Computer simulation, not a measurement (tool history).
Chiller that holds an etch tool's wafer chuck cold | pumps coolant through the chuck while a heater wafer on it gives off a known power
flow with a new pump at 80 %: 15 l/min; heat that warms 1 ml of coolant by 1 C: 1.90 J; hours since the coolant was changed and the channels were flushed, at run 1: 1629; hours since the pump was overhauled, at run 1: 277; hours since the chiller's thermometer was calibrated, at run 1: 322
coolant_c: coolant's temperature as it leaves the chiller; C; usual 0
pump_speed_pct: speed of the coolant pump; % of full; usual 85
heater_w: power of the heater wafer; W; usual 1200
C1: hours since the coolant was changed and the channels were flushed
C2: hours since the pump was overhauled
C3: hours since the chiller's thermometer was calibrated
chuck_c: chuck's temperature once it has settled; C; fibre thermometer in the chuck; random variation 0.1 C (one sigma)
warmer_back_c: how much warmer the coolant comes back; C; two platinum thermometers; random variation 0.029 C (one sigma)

Run 1, hour 0: usual settings; C1 1629; C2 277; C3 322. Result: chuck_c 7 C, warmer_back_c 2.32 C.
Run 2, hour 22.2: usual settings; C1 1651; C2 299; C3 344. Result: chuck_c 7.2 C, warmer_back_c 2.31 C.
Run 3, hour 55.6: usual settings; C1 1684; C2 333; C3 378. Result: chuck_c 7 C, warmer_back_c 2.31 C.
Run 4, hour 83.6: usual settings but heater_w 1059 W; C1 1712; C2 361; C3 406. Result: chuck_c 6.1 C, warmer_back_c 1.96 C.
Run 5, hour 97.7: usual settings but heater_w 1059 W; C1 1726; C2 375; C3 420. Result: chuck_c 6.1 C, warmer_back_c 1.88 C.
Run 6, hour 114.8: usual settings but heater_w 1267 W; C1 1744; C2 392; C3 437. Result: chuck_c 7.3 C, warmer_back_c 2.31 C.
Run 7, hour 141.3: usual settings but pump_speed_pct 99 % of full; C1 1770; C2 418; C3 464. Result: chuck_c 5.7 C, warmer_back_c 1.77 C.
Run 8, hour 173.3: usual settings; C1 1802; C2 450; C3 496. Result: chuck_c 6.9 C, warmer_back_c 2.05 C.
Run 9, hour 190.1: usual settings; C1 1819; C2 467; C3 512. Result: chuck_c 6.8 C, warmer_back_c 2.07 C.
Run 10, hour 204.5: usual settings; C1 1833; C2 482; C3 527. Result: chuck_c 6.9 C, warmer_back_c 2.05 C.
Run 11, hour 235.9: usual settings but coolant_c 8 C; C1 1865; C2 513; C3 558. Result: chuck_c 15 C, warmer_back_c 1.96 C.
Run 12, hour 255.1: usual settings but coolant_c 8 C; C1 1884; C2 532; C3 577. Result: chuck_c 14.9 C, warmer_back_c 1.91 C.
Run 13, hour 273.4: usual settings; C1 1902; C2 551; C3 596. Result: chuck_c 7 C, warmer_back_c 1.89 C.
At hour 297.1: gauge calibrated.
Run 14, hour 307.1: usual settings; C1 1936; C2 584; C3 629. Result: chuck_c 7.1 C, warmer_back_c 2.34 C.
Run 15, hour 332: usual settings; C1 1961; C2 609; C3 654. Result: chuck_c 7 C, warmer_back_c 2.25 C.
Run 16, hour 356.3: usual settings but pump_speed_pct 82 % of full, heater_w 1523 W; C1 1985; C2 633; C3 678. Result: chuck_c 9.4 C, warmer_back_c 3.04 C.
Run 17, hour 376.9: usual settings but heater_w 1342 W; C1 2006; C2 654; C3 699. Result: chuck_c 8 C, warmer_back_c 2.48 C.
Run 18, hour 401.9: usual settings but coolant_c -4 C; C1 2031; C2 679; C3 724. Result: chuck_c 3.1 C, warmer_back_c 2.21 C.
Run 19, hour 430.9: usual settings but coolant_c -4 C, pump_speed_pct 91 % of full, heater_w 609 W; C1 2060; C2 708; C3 753. Result: chuck_c -0.5 C, warmer_back_c 0.88 C.
Run 20, hour 461.3: usual settings but pump_speed_pct 88 % of full, heater_w 702 W; C1 2090; C2 738; C3 783. Result: chuck_c 3.9 C, warmer_back_c 1.06 C.
Run 21, hour 483.3: usual settings but coolant_c 9 C, pump_speed_pct 99 % of full, heater_w 1428 W; C1 2112; C2 760; C3 805. Result: chuck_c 16.2 C, warmer_back_c 2.06 C.
Run 22, hour 507.7: usual settings but coolant_c -1 C, pump_speed_pct 93 % of full, heater_w 733 W; C1 2136; C2 785; C3 830. Result: chuck_c 2.9 C, warmer_back_c 0.95 C.
Run 23, hour 532.4: usual settings but coolant_c 4 C, pump_speed_pct 70 % of full, heater_w 1137 W; C1 2161; C2 810; C3 855. Result: chuck_c 11.9 C, warmer_back_c 2.4 C.
Run 24, hour 549.5: usual settings but coolant_c 3 C, pump_speed_pct 83 % of full, heater_w 1137 W; C1 2178; C2 827; C3 872. Result: chuck_c 9.8 C, warmer_back_c 1.88 C.
Run 25, hour 564.1: usual settings but pump_speed_pct 96 % of full, heater_w 987 W; C1 2193; C2 841; C3 886. Result: chuck_c 4.9 C, warmer_back_c 1.22 C.
Run 26, hour 593: usual settings but coolant_c -6 C, pump_speed_pct 92 % of full, heater_w 1498 W; C1 2222; C2 870; C3 915. Result: chuck_c 2.1 C, warmer_back_c 2.18 C.
Run 27, hour 624.2: usual settings but coolant_c -6 C, pump_speed_pct 64 % of full, heater_w 1498 W; C1 2253; C2 901; C3 946. Result: chuck_c 5.8 C, warmer_back_c 3.49 C.
Run 28, hour 649.7: usual settings but coolant_c -6 C, pump_speed_pct 64 % of full, heater_w 1498 W; C1 2278; C2 927; C3 972. Result: chuck_c 5.7 C, warmer_back_c 3.5 C.
Run 29, hour 674.9: usual settings but pump_speed_pct 61 % of full, heater_w 1385 W; C1 2304; C2 952; C3 997. Result: chuck_c 11.2 C, warmer_back_c 3.36 C.
Run 30, hour 698.5: usual settings but coolant_c 8 C, pump_speed_pct 91 % of full, heater_w 670 W; C1 2327; C2 976; C3 1021. Result: chuck_c 11.8 C, warmer_back_c 0.54 C.

Measured less the same run without the tool's hidden state. The same run-to-run variation is in both; the gauge's scatter may not be:
The hidden state here: heat passed by the chuck's channels, % of clean ones'; flow at a given pump speed, % of a new pump's; coolant's true temperature over the reading, C; drift of the gauge itself on chuck_c, C; drift of the gauge itself on warmer_back_c, C.
run  warmer_back_c
  1             +0
  2          -0.04
  3          -0.09
  4          -0.14
  5          -0.17
  6           -0.2
  7          -0.24
  8           -0.3
  9          -0.32
 10          -0.34
 11           -0.4
 12          -0.43
 13          -0.46
 14          -0.02
 15          -0.05
 16           -0.1
 17          -0.13
 18          -0.17
 19          -0.22
 20          -0.28
 21          -0.31
 22          -0.35
 23           -0.4
 24          -0.42
 25          -0.45
 26          -0.49
 27          -0.55
 28          -0.59
 29          -0.64
 30          -0.68
chuck_c: within 0.1 C of the measured result in every run.
